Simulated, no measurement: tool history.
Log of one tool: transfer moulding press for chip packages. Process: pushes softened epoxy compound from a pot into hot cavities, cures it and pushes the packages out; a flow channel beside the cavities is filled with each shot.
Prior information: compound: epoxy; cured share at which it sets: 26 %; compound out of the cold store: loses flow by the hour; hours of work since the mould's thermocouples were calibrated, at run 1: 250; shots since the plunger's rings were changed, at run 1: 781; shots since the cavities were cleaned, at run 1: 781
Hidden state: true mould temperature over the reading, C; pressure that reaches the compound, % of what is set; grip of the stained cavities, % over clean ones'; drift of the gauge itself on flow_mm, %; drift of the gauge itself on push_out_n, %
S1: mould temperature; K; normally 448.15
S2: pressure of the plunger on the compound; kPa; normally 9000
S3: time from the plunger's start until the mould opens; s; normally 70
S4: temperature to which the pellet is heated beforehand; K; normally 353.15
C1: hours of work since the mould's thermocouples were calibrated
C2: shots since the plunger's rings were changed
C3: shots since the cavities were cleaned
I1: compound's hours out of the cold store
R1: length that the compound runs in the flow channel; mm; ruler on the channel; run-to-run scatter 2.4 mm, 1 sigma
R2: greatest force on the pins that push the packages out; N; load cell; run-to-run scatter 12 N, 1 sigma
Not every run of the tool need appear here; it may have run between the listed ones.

run   hour      S1     S2  S3      S4   C1    C2   C3    I1   R1    R2
  1    0.0  448.15   9000  70  353.15  250   781  781  13.6  704   916
      13.2  -- cavities cleaned with cleaning compound and waxed
  2   24.4  448.15   9000  70  353.15  262  1055  134  33.6  651   592
  3   44.8  448.15   9000  94  353.15  274  1299  378  33.0  655   501
  4   59.0  448.15   9000  94  353.15  282  1469  548  11.8  708   557
  5   72.8  448.15   9000  70  353.15  290  1635  714  22.2  681   864
      91.3  -- cavities cleaned with cleaning compound and waxed
  6   95.3  448.15   9000  70  353.15  301  1886   48  47.6  621   584
  7  119.5  448.15   9000  70  353.15  315  2176  338  30.7  656   716
  8  135.5  448.15   9000  70  353.15  324  2367  529  32.0  655   763
  9  154.8  448.15   9000  70  353.15  334  2598  760  13.6  700   913
     170.4  -- cavities cleaned with cleaning compound and waxed
 10  175.9  448.15   9000  70  353.15  345  2833   66  33.2  647   577
 11  195.1  448.15   9000  70  353.15  356  3062  295  38.0  643   706
 12  220.5  448.15   9000  70  353.15  370  3367  600  29.6  655   817
     249.8  -- cavities cleaned with cleaning compound and waxed
 13  250.8  448.15   9000  70  353.15  386  3711   13  36.8  631   556
     264.2  -- plunger's sealing rings changed
 14  273.1  448.15   8540  72  353.15  397   106  249  20.2  670   662
 15  296.0  442.15  10100  88  343.15  410   381  524  15.9  746   793
 16  323.7  442.15  10100  88  343.15  426   713  856  21.8  735   844
     331.6  -- cavities cleaned with cleaning compound and waxed
 17  341.5  451.15  10100  88  353.15  435   908  119  35.9  684   447
 18  365.0  451.15  10100  88  353.15  448  1189  400  35.2  690   508
 19  376.6  451.15  10100  52  350.15  454  1328  539  13.4  736  1370
 20  395.8  451.15  10100  52  350.15  465  1558  769   8.9  747  1498
     410.6  -- cavities cleaned with cleaning compound and waxed
 21  411.8  447.15   9000  70  360.15  473  1731   14  37.4  646   583
 22  433.2  449.15   8780  70  353.15  485  1987  270  28.3  654   633
 23  460.6  449.15   8780  52  353.15  501  2316  599  19.4  671  1577

Here are 5 independent what-if runs from the current tool condition. What would each one return?
  A  476.2  449.15  8780  52  361.15  509  2502  785  47.5   ?   ?
  B  476.2  448.15  9000  53  353.15  509  2502  785  14.1   ?   ?
  C  476.2  450.15  8710  97  353.15  509  2502  785  42.2   ?   ?
  D  476.2  448.15  9000  70  361.15  509  2502  785  40.4   ?   ?
  E  476.2  449.15  8780  52  354.15  509  2502  785  22.9   ?   ?

run   R1    R2
  A  606  1436
  B  691  1637
  C  616   576
  D  632   824
  E  662  1627
Without the tool's hidden state the same runs would have given:
run   R1    R2
  A  620   919
  B  707  1042
  C  630   357
  D  647   522
  E  678  1040

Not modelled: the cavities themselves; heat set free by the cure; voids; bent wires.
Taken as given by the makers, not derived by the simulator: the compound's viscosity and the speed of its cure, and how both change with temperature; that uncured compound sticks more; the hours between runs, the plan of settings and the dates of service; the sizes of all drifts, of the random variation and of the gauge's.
